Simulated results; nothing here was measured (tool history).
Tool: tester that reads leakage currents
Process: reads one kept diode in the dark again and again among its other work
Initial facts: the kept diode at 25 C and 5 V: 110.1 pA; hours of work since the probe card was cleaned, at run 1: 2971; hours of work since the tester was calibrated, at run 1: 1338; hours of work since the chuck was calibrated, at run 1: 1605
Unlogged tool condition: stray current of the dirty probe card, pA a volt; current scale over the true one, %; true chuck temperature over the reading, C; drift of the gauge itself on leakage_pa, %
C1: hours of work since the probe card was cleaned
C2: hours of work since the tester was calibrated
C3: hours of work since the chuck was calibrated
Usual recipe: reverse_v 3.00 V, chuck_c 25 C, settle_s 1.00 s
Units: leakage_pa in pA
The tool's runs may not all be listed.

run 1 hour=0.0 | reverse_v=3.00 chuck_c=25 settle_s=1.00 | C1=2971 C2=1338 C3=1605 | leakage_pa=95.70
run 2 hour=68.3 | reverse_v=3.00 chuck_c=25 settle_s=1.00 | C1=3000 C2=1368 C3=1634 | leakage_pa=95.75
run 3 hour=163.4 | reverse_v=3.00 chuck_c=25 settle_s=1.00 | C1=3041 C2=1409 C3=1675 | leakage_pa=95.88
run 4 hour=258.4 | reverse_v=3.00 chuck_c=25 settle_s=1.00 | C1=3082 C2=1450 C3=1716 | leakage_pa=95.60
run 5 hour=352.8 | reverse_v=3.00 chuck_c=25 settle_s=1.00 | C1=3123 C2=1490 C3=1757 | leakage_pa=96.30
run 6 hour=403.2 | reverse_v=3.31 chuck_c=25 settle_s=1.00 | C1=3145 C2=1512 C3=1779 | leakage_pa=99.99
run 7 hour=487.6 | reverse_v=3.31 chuck_c=25 settle_s=1.00 | C1=3181 C2=1549 C3=1815 | leakage_pa=100.60
run 8 hour=549.0 | reverse_v=3.31 chuck_c=25 settle_s=1.00 | C1=3207 C2=1575 C3=1841 | leakage_pa=100.62
run 9 hour=646.6 | reverse_v=3.31 chuck_c=30 settle_s=0.54 | C1=3249 C2=1617 C3=1884 | leakage_pa=146.69
run 10 hour=750.5 | reverse_v=3.31 chuck_c=30 settle_s=0.54 | C1=3294 C2=1662 C3=1928 | leakage_pa=146.30
run 11 hour=841.9 | reverse_v=3.31 chuck_c=30 settle_s=0.54 | C1=3334 C2=1701 C3=1968 | leakage_pa=146.72
run 12 hour=938.5 | reverse_v=3.31 chuck_c=35 settle_s=2.36 | C1=3375 C2=1743 C3=2009 | leakage_pa=209.46
run 13 hour=1049.3 | reverse_v=1.93 chuck_c=32 settle_s=9.94 | C1=3423 C2=1791 C3=2057 | leakage_pa=132.73

Alternative continuations, all from the tool just after run 13; predict every row:
run A hour=1153.6 | reverse_v=1.54 chuck_c=26 settle_s=3.81 | C1=3468 C2=1836 C3=2102 | leakage_pa=?
run B hour=1153.6 | reverse_v=3.00 chuck_c=23 settle_s=1.00 | C1=3468 C2=1836 C3=2102 | leakage_pa=?
run C hour=1153.6 | reverse_v=4.02 chuck_c=32 settle_s=9.94 | C1=3468 C2=1836 C3=2102 | leakage_pa=?
run D hour=1153.6 | reverse_v=3.00 chuck_c=25 settle_s=0.71 | C1=3468 C2=1836 C3=2102 | leakage_pa=?
run E hour=1153.6 | reverse_v=1.95 chuck_c=27 settle_s=1.00 | C1=3468 C2=1836 C3=2102 | leakage_pa=?

run=A leakage_pa=77.15
run=B leakage_pa=83.85
run=C leakage_pa=184.44
run=D leakage_pa=97.74
run=E leakage_pa=93.10
The same runs, with their run-to-run variation unchanged, on a tool lacking any hidden condition would have given:
run=A leakage_pa=71.68
run=B leakage_pa=76.61
run=C leakage_pa=171.35
run=D leakage_pa=89.84
run=E leakage_pa=86.47
